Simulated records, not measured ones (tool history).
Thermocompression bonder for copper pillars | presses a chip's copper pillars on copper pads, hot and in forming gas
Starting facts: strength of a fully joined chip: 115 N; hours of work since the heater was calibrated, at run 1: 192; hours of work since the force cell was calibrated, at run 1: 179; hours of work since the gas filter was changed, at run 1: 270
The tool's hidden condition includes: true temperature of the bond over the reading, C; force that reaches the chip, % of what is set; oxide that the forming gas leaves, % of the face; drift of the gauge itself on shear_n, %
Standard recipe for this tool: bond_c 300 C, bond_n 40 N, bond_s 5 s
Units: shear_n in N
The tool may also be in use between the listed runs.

run   hour  bond_c  bond_n  bond_s  hours of work since the heater was calibrated  hours of work since the force cell was calibrated  hours of work since the gas filter was changed  shear_n
  1      0     300      40       5                                            192                                                179                                             270     57.8
  2    7.8     300      40       5                                            196                                                182                                             273     58.1
  3   12.9     300      42       5                                            199                                                185                                             276     61.7
  4   18.9     273      42       5                                            201                                                188                                             279     43.3
  5   27.7     273      42       5                                            206                                                192                                             283     41.5
  6   34.3     273      42       5                                            209                                                195                                             286     43.4
  7   40.2     273      42       5                                            212                                                198                                             289     41.7
  8   47.8     273      42       5                                            215                                                201                                             292     43.3
  9   56.9     273      42       5                                            220                                                206                                             297     42.2
 10   66.4     273      42       5                                            224                                                210                                             301     43.6
 11   75.6     273      42       5                                            228                                                215                                             306     42.1
 12   83.8     300      40       5                                            232                                                219                                             310     58.4
 13     88     286      43      10                                            234                                                221                                             312     66.3
 14     94     325      40       5                                            237                                                223                                             314     74.6
 15  102.5     325      40       5                                            241                                                228                                             319     73.4
 16  109.8     278      40       5                                            245                                                231                                             322     44.5
 17  113.8     278      40       5                                            247                                                233                                             324     44.2
 18  119.9     271      50       7                                            250                                                236                                             327     56.7
 19  126.5     305      40       5                                            253                                                239                                             330       62
 20  134.7     312      26       3                                            257                                                243                                             334     37.1
 21  139.7     300      33       5                                            259                                                245                                             336     49.5
 22  148.5     300      33       5                                            263                                                249                                             340     49.9
 23    157     300      33       5                                            267                                                254                                             345     49.3
 24  160.9     316      46      11                                            269                                                255                                             346     87.3

5 ways to go on from here, each from the tool as it stands after run 24. What would each give?
  A  167.2     326      37       8                                            272                                                258                                             349        ?
  B  167.2     299      40       5                                            272                                                258                                             349        ?
  C  167.2     316      28       9                                            272                                                258                                             349        ?
  D  167.2     300      40       3                                            272                                                258                                             349        ?
  E  167.2     296      29       3                                            272                                                258                                             349        ?

run  shear_n
  A     79.9
  B     58.6
  C     62.6
  D     48.9
  E     33.1
The same runs, with their run-to-run variation unchanged, on a tool lacking any hidden condition would have given:
run  shear_n
  A     82.1
  B     59.1
  C     63.5
  D     49.1
  E     32.9
